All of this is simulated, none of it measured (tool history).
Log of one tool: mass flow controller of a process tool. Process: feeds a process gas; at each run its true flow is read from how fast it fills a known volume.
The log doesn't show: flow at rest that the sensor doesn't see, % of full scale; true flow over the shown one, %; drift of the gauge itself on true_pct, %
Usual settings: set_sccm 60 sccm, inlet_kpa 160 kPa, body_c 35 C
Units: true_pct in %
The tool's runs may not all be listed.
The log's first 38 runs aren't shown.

run,hour,set_sccm,inlet_kpa,body_c,hours of work since the controller was set to zero,hours of work since the controller was changed,true_pct
39,8852,23,160,38,1328,1328,97.08
40,9144.1,62,271,25,1469,1469,98.55
41,9330.2,60,265,35,1559,1559,97.86
42,9563,24,160,35,1671,1671,97.18
43,9736,62,161,22,1755,1755,99.01
44,10024,62,154,32,1894,1894,98.7
45,10258.7,24,219,36,2007,2007,96.85
46,10452.2,60,160,34,2100,2100,98.49
47,10621.2,60,160,34,2182,2182,98.4
48,10891.2,14,234,23,2312,2312,97.1
49,11130.7,17,169,35,2428,2428,96.87

Forecast each of these 3 alternatives for the next run:
A,11288.2,60,228,35,2504,2504,?
B,11288.2,83,148,35,2504,2504,?
C,11288.2,24,179,31,2504,2504,?

run,true_pct
A,98.06
B,99.33
C,97.41
Without the tool's hidden state the same runs would have given:
run,true_pct
A,98.07
B,99.34
C,97.43
